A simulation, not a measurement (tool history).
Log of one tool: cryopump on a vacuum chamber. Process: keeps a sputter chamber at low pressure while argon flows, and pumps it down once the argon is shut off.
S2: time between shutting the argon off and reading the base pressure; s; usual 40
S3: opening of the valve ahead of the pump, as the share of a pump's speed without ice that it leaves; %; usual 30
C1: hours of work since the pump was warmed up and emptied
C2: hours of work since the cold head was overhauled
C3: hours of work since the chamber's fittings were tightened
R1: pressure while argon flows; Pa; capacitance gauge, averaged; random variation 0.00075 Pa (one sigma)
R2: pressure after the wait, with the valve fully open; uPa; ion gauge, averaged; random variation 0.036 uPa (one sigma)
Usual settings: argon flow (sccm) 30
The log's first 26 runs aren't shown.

{"run": 27, "hour": 1494.1, "argon flow (sccm)": 42, "S2": 29, "S3": 41, "C1": 356, "C2": 3664, "C3": 1365, "R1": 0.1518, "R2": 3.68}
{"run": 28, "hour": 1561.1, "argon flow (sccm)": 42, "S2": 29, "S3": 41, "C1": 413, "C2": 3721, "C3": 1421, "R1": 0.1546, "R2": 3.73}
{"run": 29, "hour": 1626.6, "argon flow (sccm)": 42, "S2": 29, "S3": 41, "C1": 468, "C2": 3776, "C3": 1476, "R1": 0.1559, "R2": 3.84}
{"run": 30, "hour": 1656.6, "argon flow (sccm)": 19, "S2": 77, "S3": 25, "C1": 493, "C2": 3801, "C3": 1502, "R1": 0.112, "R2": 2.35}
{"run": 31, "hour": 1698.7, "argon flow (sccm)": 45, "S2": 32, "S3": 51, "C1": 528, "C2": 3836, "C3": 1537, "R1": 0.1366, "R2": 3.61}
{"run": 32, "hour": 1744.8, "argon flow (sccm)": 45, "S2": 32, "S3": 51, "C1": 567, "C2": 3875, "C3": 1576, "R1": 0.1392, "R2": 3.71}
{"run": 33, "hour": 1808.7, "argon flow (sccm)": 45, "S2": 32, "S3": 51, "C1": 621, "C2": 3929, "C3": 1630, "R1": 0.1405, "R2": 3.75}
{"run": 34, "hour": 1860.5, "argon flow (sccm)": 52, "S2": 221, "S3": 24, "C1": 665, "C2": 3973, "C3": 1673, "R1": 0.3228, "R2": 1.83}

3 ways to go on from here, each from the tool as it stands after run 34. What would each give?
{"run": "A", "hour": 1910.0, "argon flow (sccm)": 12, "S2": 221, "S3": 24, "C1": 706, "C2": 4014, "C3": 1715, "R1": "?", "R2": "?"}
{"run": "B", "hour": 1910.0, "argon flow (sccm)": 52, "S2": 109, "S3": 53, "C1": 706, "C2": 4014, "C3": 1715, "R1": "?", "R2": "?"}
{"run": "C", "hour": 1910.0, "argon flow (sccm)": 30, "S2": 40, "S3": 18, "C1": 706, "C2": 4014, "C3": 1715, "R1": "?", "R2": "?"}

run=A R1=0.0753 R2=1.99
run=B R1=0.1610 R2=2.29
run=C R1=0.2466 R2=3.40
Without the tool's hidden state the same runs would have given:
run=A R1=0.0699 R2=0.57
run=B R1=0.1374 R2=0.92
run=C R1=0.2330 R2=2.02
